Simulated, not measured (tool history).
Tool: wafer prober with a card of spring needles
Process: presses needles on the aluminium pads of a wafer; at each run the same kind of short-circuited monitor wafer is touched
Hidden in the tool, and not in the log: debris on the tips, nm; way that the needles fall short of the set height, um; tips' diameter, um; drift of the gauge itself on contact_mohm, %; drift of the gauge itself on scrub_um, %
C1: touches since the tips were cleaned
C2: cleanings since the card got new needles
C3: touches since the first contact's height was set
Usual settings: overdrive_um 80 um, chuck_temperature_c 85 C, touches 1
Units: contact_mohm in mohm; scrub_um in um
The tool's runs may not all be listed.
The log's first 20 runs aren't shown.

-- hour=759 tips cleaned on abrasive film
run 21 hour=762.7 | overdrive_um=93 chuck_temperature_c=68 touches=1 | C1=1313 C2=66 C3=108578 | contact_mohm=149 scrub_um=19.56
-- hour=779.3 tips cleaned on abrasive film
-- hour=800.3 tips cleaned on abrasive film
run 22 hour=800.3 | overdrive_um=83 chuck_temperature_c=54 touches=2 | C1=0 C2=68 C3=122010 | contact_mohm=150 scrub_um=17.5
-- hour=821.7 tips cleaned on abrasive film
run 23 hour=827.1 | overdrive_um=80 chuck_temperature_c=27 touches=2 | C1=1942 C2=69 C3=131603 | contact_mohm=146 scrub_um=16.88
-- hour=837.8 gauge calibrated
-- hour=838.1 height of the first contact set anew
-- hour=845.3 tips cleaned on abrasive film
run 24 hour=859.6 | overdrive_um=80 chuck_temperature_c=95 touches=1 | C1=5125 C2=70 C3=7691 | contact_mohm=158 scrub_um=16.5
-- hour=864.9 tips cleaned on abrasive film
-- hour=888.7 tips cleaned on abrasive film
-- hour=909.6 tips cleaned on abrasive film
run 25 hour=910.8 | overdrive_um=80 chuck_temperature_c=95 touches=1 | C1=451 C2=73 C3=25995 | contact_mohm=157 scrub_um=16.55
-- hour=931.7 tips cleaned on abrasive film
run 26 hour=939.4 | overdrive_um=80 chuck_temperature_c=116 touches=1 | C1=2773 C2=74 C3=36234 | contact_mohm=160 scrub_um=16.55
-- hour=951.6 tips cleaned on abrasive film
-- hour=974.4 tips cleaned on abrasive film
run 27 hour=975.9 | overdrive_um=83 chuck_temperature_c=55 touches=1 | C1=536 C2=76 C3=49276 | contact_mohm=146 scrub_um=17.19
-- hour=995.7 tips cleaned on abrasive film
run 28 hour=1010.4 | overdrive_um=95 chuck_temperature_c=55 touches=1 | C1=5258 C2=77 C3=61621 | contact_mohm=145 scrub_um=19.67
-- hour=1018.5 tips cleaned on abrasive film
-- hour=1040.5 tips cleaned on abrasive film
run 29 hour=1057.9 | overdrive_um=71 chuck_temperature_c=85 touches=2 | C1=6246 C2=79 C3=78613 | contact_mohm=155 scrub_um=14.75
-- hour=1062.4 tips cleaned on abrasive film
-- hour=1083.6 tips cleaned on abrasive film
run 30 hour=1098.4 | overdrive_um=80 chuck_temperature_c=93 touches=1 | C1=5320 C2=81 C3=93103 | contact_mohm=155 scrub_um=16.64
-- hour=1103.4 tips cleaned on abrasive film
-- hour=1123 tips cleaned on abrasive film
run 31 hour=1138.4 | overdrive_um=75 chuck_temperature_c=34 touches=2 | C1=5515 C2=83 C3=107389 | contact_mohm=143 scrub_um=15.61
-- hour=1142.8 tips cleaned on abrasive film
-- hour=1165.4 tips cleaned on abrasive film
run 32 hour=1170 | overdrive_um=80 chuck_temperature_c=39 touches=1 | C1=1653 C2=85 C3=118687 | contact_mohm=148 scrub_um=16.65

3 ways to go on from here, each from the tool as it stands after run 32. What would each give?
-- hour=1187.3 tips cleaned on abrasive film
run A hour=1204.6 | overdrive_um=80 chuck_temperature_c=85 touches=1 | C1=6237 C2=86 C3=131093 | contact_mohm=? scrub_um=?
-- hour=1187.3 tips cleaned on abrasive film
run B hour=1204.6 | overdrive_um=90 chuck_temperature_c=39 touches=1 | C1=6237 C2=86 C3=131093 | contact_mohm=? scrub_um=?
-- hour=1187.3 tips cleaned on abrasive film
run C hour=1204.6 | overdrive_um=80 chuck_temperature_c=104 touches=2 | C1=6237 C2=86 C3=131093 | contact_mohm=? scrub_um=?

run=A contact_mohm=156 scrub_um=16.68
run=B contact_mohm=148 scrub_um=18.77
run=C contact_mohm=157 scrub_um=16.64
Without the tool's hidden state the same runs would have given:
run=A contact_mohm=156 scrub_um=16.52
run=B contact_mohm=147 scrub_um=18.59
run=C contact_mohm=156 scrub_um=16.48
